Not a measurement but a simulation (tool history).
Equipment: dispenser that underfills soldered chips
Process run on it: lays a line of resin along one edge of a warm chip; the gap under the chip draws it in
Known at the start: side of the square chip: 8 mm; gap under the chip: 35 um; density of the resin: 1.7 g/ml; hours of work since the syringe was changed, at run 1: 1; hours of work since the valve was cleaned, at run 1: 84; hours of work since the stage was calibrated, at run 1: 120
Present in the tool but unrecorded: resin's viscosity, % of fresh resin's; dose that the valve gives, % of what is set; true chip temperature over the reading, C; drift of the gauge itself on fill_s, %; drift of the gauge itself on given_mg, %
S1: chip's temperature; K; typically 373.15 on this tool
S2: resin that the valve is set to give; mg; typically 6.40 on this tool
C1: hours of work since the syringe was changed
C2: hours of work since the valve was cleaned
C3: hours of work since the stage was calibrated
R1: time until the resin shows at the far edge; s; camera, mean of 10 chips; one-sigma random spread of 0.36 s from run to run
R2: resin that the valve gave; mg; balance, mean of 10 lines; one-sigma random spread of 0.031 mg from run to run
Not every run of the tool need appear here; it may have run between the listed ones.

run,day,S1,S2,C1,C2,C3,R1,R2
1,0.000,373.15,6.40,1,84,120,21.4,5.82
2,0.142,373.15,6.40,4,87,122,24.6,5.87
# day 0.238: new syringe of resin
3,0.358,373.15,6.40,2,91,126,23.3,5.85
4,0.467,385.15,6.40,4,93,128,18.8,5.85
# day 0.542: new syringe of resin
5,0.604,385.15,6.40,1,95,131,15.8,5.82
6,0.792,385.15,6.40,5,98,134,18.9,5.78
# day 0.838: new syringe of resin
7,0.896,373.15,6.07,1,100,136,21.8,5.46
8,1.025,363.15,6.40,3,103,138,33.1,5.76
# day 1.146: new syringe of resin
9,1.250,363.15,6.40,2,107,142,30.5,5.74
10,1.338,363.15,6.40,4,108,144,33.5,5.66
# day 1.458: dispensing valve cleaned and set on the balance
# day 1.483: new syringe of resin
11,1.579,363.15,6.40,2,2,147,29.9,6.43
12,1.696,373.15,6.40,4,4,150,25.1,6.37
# day 1.783: new syringe of resin
13,1.833,373.15,6.40,1,7,152,21.8,6.39
14,1.975,373.15,6.40,4,9,155,25.2,6.35
# day 2.092: new syringe of resin
15,2.112,373.15,6.40,0,12,157,20.4,6.38
16,2.300,363.15,7.72,4,15,160,31.3,7.59
# day 2.388: new syringe of resin
17,2.483,373.15,5.68,2,18,164,21.9,5.55
18,2.658,381.15,5.68,5,22,167,21.8,5.59
# day 2.692: new syringe of resin
19,2.850,373.15,6.40,3,25,170,23.9,6.24
# day 2.983: new syringe of resin
20,2.996,373.15,6.40,0,27,173,21.2,6.20
21,3.196,376.15,6.57,4,31,176,22.9,6.41
# day 3.283: new syringe of resin
22,3.329,376.15,6.57,1,33,179,20.0,6.36
23,3.425,380.15,8.08,3,35,181,19.0,7.86
# day 3.575: new syringe of resin
24,3.612,381.15,6.59,1,39,184,17.7,6.35
25,3.767,367.15,5.84,4,41,187,30.5,5.63
# day 3.888: new syringe of resin
26,3.896,367.15,5.84,0,44,189,24.7,5.65
27,4.071,381.15,6.33,3,47,192,19.9,6.03

Here are 4 independent what-if runs from the current tool condition. What would each one return?
# day 4.192: new syringe of resin
A,4.250,372.15,7.68,1,50,195,?,?
# day 4.192: new syringe of resin
B,4.250,375.15,6.33,1,50,195,?,?
# day 4.192: new syringe of resin
C,4.250,383.15,7.57,1,50,195,?,?
# day 4.192: new syringe of resin
D,4.250,382.15,7.83,1,50,195,?,?

run,R1,R2
A,21.9,7.36
B,19.8,6.09
C,16.3,7.18
D,17.2,7.47
What these runs would have given with no unlogged condition in the tool:
run,R1,R2
A,20.0,7.71
B,18.0,6.38
C,14.9,7.52
D,15.7,7.83
